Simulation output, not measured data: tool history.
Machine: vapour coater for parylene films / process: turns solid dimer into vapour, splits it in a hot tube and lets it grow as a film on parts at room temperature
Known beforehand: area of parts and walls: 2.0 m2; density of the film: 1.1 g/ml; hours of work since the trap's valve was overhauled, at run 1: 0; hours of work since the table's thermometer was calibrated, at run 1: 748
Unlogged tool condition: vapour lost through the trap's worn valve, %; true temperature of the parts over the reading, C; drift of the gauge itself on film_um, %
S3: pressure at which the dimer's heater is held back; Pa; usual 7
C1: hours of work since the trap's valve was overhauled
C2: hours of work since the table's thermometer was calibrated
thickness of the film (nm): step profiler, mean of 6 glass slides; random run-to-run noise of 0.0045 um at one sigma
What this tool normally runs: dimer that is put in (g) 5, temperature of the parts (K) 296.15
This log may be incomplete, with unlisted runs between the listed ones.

{"run": 1, "hour": 0.0, "dimer that is put in (g)": 5, "temperature of the parts (K)": 296.15, "S3": 7, "C1": 0, "C2": 748, "thickness of the film (nm)": 1331}
{"run": 2, "hour": 55.8, "dimer that is put in (g)": 5, "temperature of the parts (K)": 296.15, "S3": 7, "C1": 49, "C2": 797, "thickness of the film (nm)": 1331}
{"run": 3, "hour": 115.8, "dimer that is put in (g)": 5, "temperature of the parts (K)": 296.15, "S3": 7, "C1": 102, "C2": 850, "thickness of the film (nm)": 1317}
{"run": 4, "hour": 179.0, "dimer that is put in (g)": 5, "temperature of the parts (K)": 296.15, "S3": 7, "C1": 158, "C2": 906, "thickness of the film (nm)": 1314}
{"run": 5, "hour": 209.2, "dimer that is put in (g)": 5, "temperature of the parts (K)": 296.15, "S3": 7, "C1": 184, "C2": 933, "thickness of the film (nm)": 1300}
{"run": 6, "hour": 254.5, "dimer that is put in (g)": 5, "temperature of the parts (K)": 296.15, "S3": 7, "C1": 224, "C2": 972, "thickness of the film (nm)": 1304}
{"run": 7, "hour": 301.3, "dimer that is put in (g)": 5, "temperature of the parts (K)": 296.15, "S3": 2.42, "C1": 266, "C2": 1014, "thickness of the film (nm)": 1536}
{"run": 8, "hour": 363.9, "dimer that is put in (g)": 5, "temperature of the parts (K)": 306.15, "S3": 7, "C1": 321, "C2": 1069, "thickness of the film (nm)": 969}
{"run": 9, "hour": 428.0, "dimer that is put in (g)": 7, "temperature of the parts (K)": 302.15, "S3": 8.5, "C1": 377, "C2": 1125, "thickness of the film (nm)": 1463}
{"run": 10, "hour": 462.0, "dimer that is put in (g)": 7, "temperature of the parts (K)": 304.15, "S3": 7, "C1": 407, "C2": 1155, "thickness of the film (nm)": 1428}
{"run": 11, "hour": 504.3, "dimer that is put in (g)": 7, "temperature of the parts (K)": 304.15, "S3": 7, "C1": 445, "C2": 1193, "thickness of the film (nm)": 1410}
{"run": 12, "hour": 543.5, "dimer that is put in (g)": 7, "temperature of the parts (K)": 304.15, "S3": 7, "C1": 479, "C2": 1227, "thickness of the film (nm)": 1399}
{"run": 13, "hour": 610.8, "dimer that is put in (g)": 7, "temperature of the parts (K)": 304.15, "S3": 3.44, "C1": 538, "C2": 1287, "thickness of the film (nm)": 1554}
{"run": 14, "hour": 654.1, "dimer that is put in (g)": 6, "temperature of the parts (K)": 290.15, "S3": 10.04, "C1": 577, "C2": 1325, "thickness of the film (nm)": 1679}
{"run": 15, "hour": 702.0, "dimer that is put in (g)": 6, "temperature of the parts (K)": 290.15, "S3": 10.04, "C1": 619, "C2": 1367, "thickness of the film (nm)": 1674}

5 ways to go on from here, each from the tool as it stands after run 15. What would each give?
{"hour": 711.2, "done": "trap's valve overhauled"}
{"run": "A", "hour": 759.4, "dimer that is put in (g)": 4, "temperature of the parts (K)": 306.15, "S3": 6.43, "C1": 43, "C2": 1414, "thickness of the film (nm)": "?"}
{"hour": 711.2, "done": "trap's valve overhauled"}
{"run": "B", "hour": 759.4, "dimer that is put in (g)": 6, "temperature of the parts (K)": 298.15, "S3": 5.16, "C1": 43, "C2": 1414, "thickness of the film (nm)": "?"}
{"hour": 711.2, "done": "trap's valve overhauled"}
{"run": "C", "hour": 759.4, "dimer that is put in (g)": 6, "temperature of the parts (K)": 290.15, "S3": 6.35, "C1": 43, "C2": 1414, "thickness of the film (nm)": "?"}
{"hour": 711.2, "done": "trap's valve overhauled"}
{"run": "D", "hour": 759.4, "dimer that is put in (g)": 6, "temperature of the parts (K)": 294.15, "S3": 3.09, "C1": 43, "C2": 1414, "thickness of the film (nm)": "?"}
{"hour": 711.2, "done": "trap's valve overhauled"}
{"run": "E", "hour": 759.4, "dimer that is put in (g)": 5, "temperature of the parts (K)": 303.15, "S3": 2.01, "C1": 43, "C2": 1414, "thickness of the film (nm)": "?"}

run=A thickness_of_the_film_(nm)=816
run=B thickness_of_the_film_(nm)=1600
run=C thickness_of_the_film_(nm)=1947
run=D thickness_of_the_film_(nm)=1942
run=E thickness_of_the_film_(nm)=1344
The same runs, with their run-to-run variation unchanged, on a tool lacking any hidden condition would have given:
run=A thickness_of_the_film_(nm)=808
run=B thickness_of_the_film_(nm)=1585
run=C thickness_of_the_film_(nm)=1929
run=D thickness_of_the_film_(nm)=1925
run=E thickness_of_the_film_(nm)=1332
